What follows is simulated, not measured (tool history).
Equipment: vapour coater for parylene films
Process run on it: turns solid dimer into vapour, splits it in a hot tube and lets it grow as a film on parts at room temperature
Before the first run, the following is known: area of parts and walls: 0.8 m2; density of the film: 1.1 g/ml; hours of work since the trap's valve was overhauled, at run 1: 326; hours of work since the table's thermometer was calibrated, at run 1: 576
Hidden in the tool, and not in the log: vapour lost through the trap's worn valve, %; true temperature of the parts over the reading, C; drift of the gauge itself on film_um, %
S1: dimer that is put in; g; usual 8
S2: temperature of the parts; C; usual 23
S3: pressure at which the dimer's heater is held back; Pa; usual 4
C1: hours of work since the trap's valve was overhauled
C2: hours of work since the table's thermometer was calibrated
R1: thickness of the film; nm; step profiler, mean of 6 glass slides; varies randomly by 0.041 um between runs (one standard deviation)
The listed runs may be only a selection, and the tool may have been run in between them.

run 1 hour=0 | S1=8 S2=23 S3=4 | C1=326 C2=576 | R1=5050
run 2 hour=28.5 | S1=8 S2=23 S3=4 | C1=343 C2=592 | R1=5040
run 3 hour=69.2 | S1=8 S2=23 S3=4 | C1=366 C2=616 | R1=4880
run 4 hour=102.6 | S1=8 S2=23 S3=4 | C1=385 C2=635 | R1=4920
run 5 hour=152.9 | S1=8 S2=23 S3=4 | C1=413 C2=663 | R1=4980
run 6 hour=184.1 | S1=8 S2=23 S3=4 | C1=431 C2=681 | R1=4940
run 7 hour=229.1 | S1=8 S2=34 S3=4 | C1=457 C2=707 | R1=3930
run 8 hour=274.3 | S1=5 S2=23 S3=4 | C1=482 C2=732 | R1=3050
run 9 hour=342.4 | S1=5 S2=23 S3=4 | C1=521 C2=771 | R1=3030
run 10 hour=375.6 | S1=5 S2=23 S3=4 | C1=540 C2=790 | R1=3000
run 11 hour=436 | S1=7 S2=15 S3=4 | C1=574 C2=824 | R1=4880
run 12 hour=481.1 | S1=7 S2=15 S3=8.2 | C1=600 C2=850 | R1=4310
run 13 hour=518.6 | S1=4 S2=15 S3=3.36 | C1=621 C2=871 | R1=2890
-- hour=567.8 trap's valve overhauled
run 14 hour=569.7 | S1=6 S2=35 S3=3.06 | C1=1 C2=898 | R1=3320
run 15 hour=601.3 | S1=13 S2=20 S3=2.13 | C1=19 C2=916 | R1=10330
run 16 hour=660.4 | S1=13 S2=20 S3=2.13 | C1=53 C2=949 | R1=10020
run 17 hour=700.8 | S1=14 S2=16 S3=4.93 | C1=76 C2=972 | R1=10340

Below are 3 alternative next runs, each starting from the tool's condition after run 17. Predict each:
run A hour=735 | S1=11 S2=17 S3=5.21 | C1=95 C2=992 | R1=?
run B hour=735 | S1=5 S2=25 S3=11.58 | C1=95 C2=992 | R1=?
run C hour=735 | S1=8 S2=23 S3=3.44 | C1=95 C2=992 | R1=?

run=A R1=7800
run=B R1=2670
run=C R1=5460
Had the tool no hidden state, the same runs would have come out as:
run=A R1=7880
run=B R1=2700
run=C R1=5510
